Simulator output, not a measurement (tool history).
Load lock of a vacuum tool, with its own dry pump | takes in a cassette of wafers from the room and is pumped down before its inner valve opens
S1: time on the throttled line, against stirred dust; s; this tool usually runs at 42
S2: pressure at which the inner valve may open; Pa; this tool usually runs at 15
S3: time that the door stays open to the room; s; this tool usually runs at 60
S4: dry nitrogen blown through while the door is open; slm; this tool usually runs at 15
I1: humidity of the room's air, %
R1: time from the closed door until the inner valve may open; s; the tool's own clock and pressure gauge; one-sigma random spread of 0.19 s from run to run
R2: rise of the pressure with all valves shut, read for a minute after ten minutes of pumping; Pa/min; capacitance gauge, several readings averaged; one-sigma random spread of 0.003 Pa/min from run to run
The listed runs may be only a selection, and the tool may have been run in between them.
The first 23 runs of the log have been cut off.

run 24 hour=2202.7 | S1=38 S2=17 S3=60 S4=11 | I1=46.8 | R1=65.2 R2=0.072
run 25 hour=2313.7 | S1=38 S2=17 S3=60 S4=11 | I1=49.1 | R1=64.9 R2=0.073
run 26 hour=2394.2 | S1=38 S2=17 S3=60 S4=11 | I1=46.5 | R1=64.6 R2=0.076
run 27 hour=2472.5 | S1=42 S2=15 S3=150 S4=5 | I1=45.6 | R1=68.8 R2=0.15
run 28 hour=2551.4 | S1=42 S2=15 S3=34 S4=15 | I1=42.3 | R1=69.1 R2=0.052
run 29 hour=2668.4 | S1=32 S2=17 S3=41 S4=15 | I1=44.5 | R1=60.3 R2=0.06
run 30 hour=2746.8 | S1=42 S2=22 S3=96 S4=15 | I1=49.7 | R1=67.6 R2=0.095
run 31 hour=2860.2 | S1=42 S2=15 S3=85 S4=15 | I1=43 | R1=69 R2=0.085
run 32 hour=2920.2 | S1=46 S2=15 S3=60 S4=15 | I1=48.7 | R1=72.2 R2=0.072
run 33 hour=3049.7 | S1=24 S2=12 S3=60 S4=15 | I1=43.4 | R1=54.5 R2=0.067
run 34 hour=3120.9 | S1=59 S2=13 S3=51 S4=9 | I1=41.2 | R1=83.9 R2=0.072
run 35 hour=3200.1 | S1=64 S2=15 S3=60 S4=15 | I1=43.3 | R1=87.8 R2=0.069
run 36 hour=3272.1 | S1=42 S2=27 S3=54 S4=15 | I1=43.4 | R1=66.8 R2=0.064
run 37 hour=3365.7 | S1=42 S2=27 S3=54 S4=15 | I1=48.8 | R1=66.3 R2=0.075
run 38 hour=3449.8 | S1=52 S2=15 S3=76 S4=15 | I1=45.6 | R1=77.6 R2=0.076

3 ways to go on from here, each from the tool as it stands after run 38. What would each give?
run A hour=3570.6 | S1=63 S2=15 S3=30 S4=15 | I1=45.1 | R1=? R2=?
run B hour=3570.6 | S1=63 S2=15 S3=76 S4=15 | I1=46.4 | R1=? R2=?
run C hour=3570.6 | S1=42 S2=15 S3=60 S4=16 | I1=45.9 | R1=? R2=?

run=A R1=87 R2=0.056
run=B R1=87.5 R2=0.081
run=C R1=69 R2=0.075
With the hidden condition removed and each run's random variation left untouched, the same runs would have given:
run=A R1=85 R2=0.034
run=B R1=85.5 R2=0.058
run=C R1=66.7 R2=0.052

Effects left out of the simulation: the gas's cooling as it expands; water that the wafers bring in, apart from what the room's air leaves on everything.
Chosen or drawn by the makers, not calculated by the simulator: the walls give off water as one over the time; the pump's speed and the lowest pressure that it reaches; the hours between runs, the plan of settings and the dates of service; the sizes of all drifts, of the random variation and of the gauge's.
